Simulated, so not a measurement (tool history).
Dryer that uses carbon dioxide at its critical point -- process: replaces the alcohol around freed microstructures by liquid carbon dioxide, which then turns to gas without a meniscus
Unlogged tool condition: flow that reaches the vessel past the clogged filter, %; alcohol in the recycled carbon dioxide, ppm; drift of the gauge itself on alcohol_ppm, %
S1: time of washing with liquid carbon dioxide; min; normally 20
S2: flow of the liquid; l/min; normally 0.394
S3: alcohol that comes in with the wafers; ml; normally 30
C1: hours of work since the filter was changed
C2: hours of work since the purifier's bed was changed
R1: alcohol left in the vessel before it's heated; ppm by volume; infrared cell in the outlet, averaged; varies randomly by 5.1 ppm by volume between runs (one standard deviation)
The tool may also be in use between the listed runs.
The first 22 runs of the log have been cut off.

| run | hour | S1 | S2 | S3 | C1 | C2 | R1 |
|---|---|---|---|---|---|---|---|
| 23 | 352.9 | 20 | 0.394 | 30 | 319 | 387 | 165 |
| 24 | 364.5 | 20 | 0.394 | 30 | 324 | 392 | 165 |
| 25 | 379.7 | 30 | 0.456 | 48 | 331 | 399 | 24 |
| 26 | 394.7 | 30 | 0.456 | 48 | 338 | 406 | 33 |
|  | 402.8 | inlet filter changed |
| 27 | 417.7 | 30 | 0.456 | 28 | 7 | 417 | 27 |
| 28 | 427.3 | 30 | 0.44 | 29 | 11 | 421 | 29 |
| 29 | 443.1 | 30 | 0.44 | 29 | 19 | 428 | 31 |
| 30 | 457.3 | 30 | 0.44 | 29 | 25 | 435 | 29 |
| 31 | 478 | 30 | 0.44 | 29 | 35 | 445 | 26 |
| 32 | 496.4 | 20 | 0.262 | 31 | 44 | 453 | 656 |
| 33 | 512.8 | 27 | 0.308 | 71 | 51 | 461 | 167 |
| 34 | 525.8 | 27 | 0.317 | 93 | 57 | 467 | 176 |
| 35 | 543 | 24 | 0.261 | 51 | 65 | 475 | 534 |
| 36 | 552.4 | 21 | 0.316 | 33 | 70 | 479 | 266 |
| 37 | 569.7 | 14 | 0.606 | 33 | 78 | 488 | 76 |
| 38 | 587.6 | 17 | 0.394 | 46 | 86 | 496 | 344 |
| 39 | 605.5 | 24 | 0.494 | 48 | 95 | 504 | 49 |
| 40 | 619.2 | 15 | 0.412 | 43 | 101 | 511 | 457 |
| 41 | 639.4 | 15 | 0.412 | 43 | 110 | 520 | 450 |
| 42 | 656 | 22 | 0.493 | 49 | 118 | 528 | 48 |
| 43 | 672.6 | 22 | 0.493 | 49 | 126 | 536 | 61 |
| 44 | 694.3 | 22 | 0.493 | 49 | 136 | 546 | 53 |
| 45 | 704.6 | 22 | 0.493 | 49 | 141 | 550 | 47 |
| 46 | 717.3 | 16 | 0.443 | 25 | 147 | 556 | 167 |
| 47 | 737.4 | 23 | 0.271 | 32 | 156 | 566 | 412 |

Branching from run 47: 3 alternative next runs. What would each branch give?
| A | 747.2 | 23 | 0.454 | 92 | 161 | 570 | ? |
| B | 747.2 | 23 | 0.271 | 29 | 161 | 570 | ? |
| C | 747.2 | 23 | 0.271 | 39 | 161 | 570 | ? |

| run | R1 |
|---|---|
| A | 72 |
| B | 371 |
| C | 504 |
With no hidden state in the tool, these same runs would have given:
| run | R1 |
|---|---|
| A | 22 |
| B | 250 |
| C | 348 |

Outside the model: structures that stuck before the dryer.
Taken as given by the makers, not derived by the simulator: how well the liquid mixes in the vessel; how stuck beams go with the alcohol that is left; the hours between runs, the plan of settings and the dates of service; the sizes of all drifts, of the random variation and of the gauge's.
